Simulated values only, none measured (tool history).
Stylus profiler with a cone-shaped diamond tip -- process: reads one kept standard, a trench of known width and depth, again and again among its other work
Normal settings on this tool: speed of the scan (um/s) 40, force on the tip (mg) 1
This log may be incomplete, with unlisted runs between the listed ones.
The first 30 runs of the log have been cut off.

run    hour  speed of the scan (um/s)  force on the tip (mg)  depth of the trench (angstrom)  width of the trench's floor (nm)
 31  2323.4                        83                   1.36                          2015.5                             97700
 32  2412.6                        83                   1.36                          2016.9                             97700
 33  2507.6                        38                   0.89                          2014.6                             97760
 34  2553.2                        17                   0.64                            2012                             97860
 35  2638.3                        11                   2.31                          2024.1                             97870
 36  2702.9                        11                   0.55                          2011.1                             97870
 37    2794                        41                      1                          2015.5                             97760
 38  2853.1                        41                   0.83                          2014.7                             97740
 39  2908.2                        12                      1                          2017.6                             97810
 40  3011.8                        25                      1                          2016.1                             97790
 41    3116                        25                      1                          2017.2                             97760
 42  3207.3                        25                      1                          2016.7                             97800
 43    3264                        78                   2.14                          2025.5                             97720
 44    3320                        78                   2.14                          2025.1                             97770
 45    3408                        78                   2.14                          2025.8                             97770
 46  3492.5                        17                   1.01                          2017.2                             97790

Each row is a separate what-if for the run after 46, all from the same tool condition, not one after another. Results?
  A  3545.5                        62                   0.43                               ?                                 ?
  B  3545.5                        51                   1.01                               ?                                 ?
  C  3545.5                        17                   2.98                               ?                                 ?
  D  3545.5                        17                   0.82                               ?                                 ?

run  depth of the trench (angstrom)  width of the trench's floor (nm)
  A                          2012.6                             97530
  B                            2019                             97640
  C                          2030.6                             97800
  D                            2017                             97790
With no hidden state in the tool, these same runs would have given:
run  depth of the trench (angstrom)  width of the trench's floor (nm)
  A                          2006.5                             97960
  B                          2012.8                             98060
  C                          2024.4                             98220
  D                          2010.8                             98210

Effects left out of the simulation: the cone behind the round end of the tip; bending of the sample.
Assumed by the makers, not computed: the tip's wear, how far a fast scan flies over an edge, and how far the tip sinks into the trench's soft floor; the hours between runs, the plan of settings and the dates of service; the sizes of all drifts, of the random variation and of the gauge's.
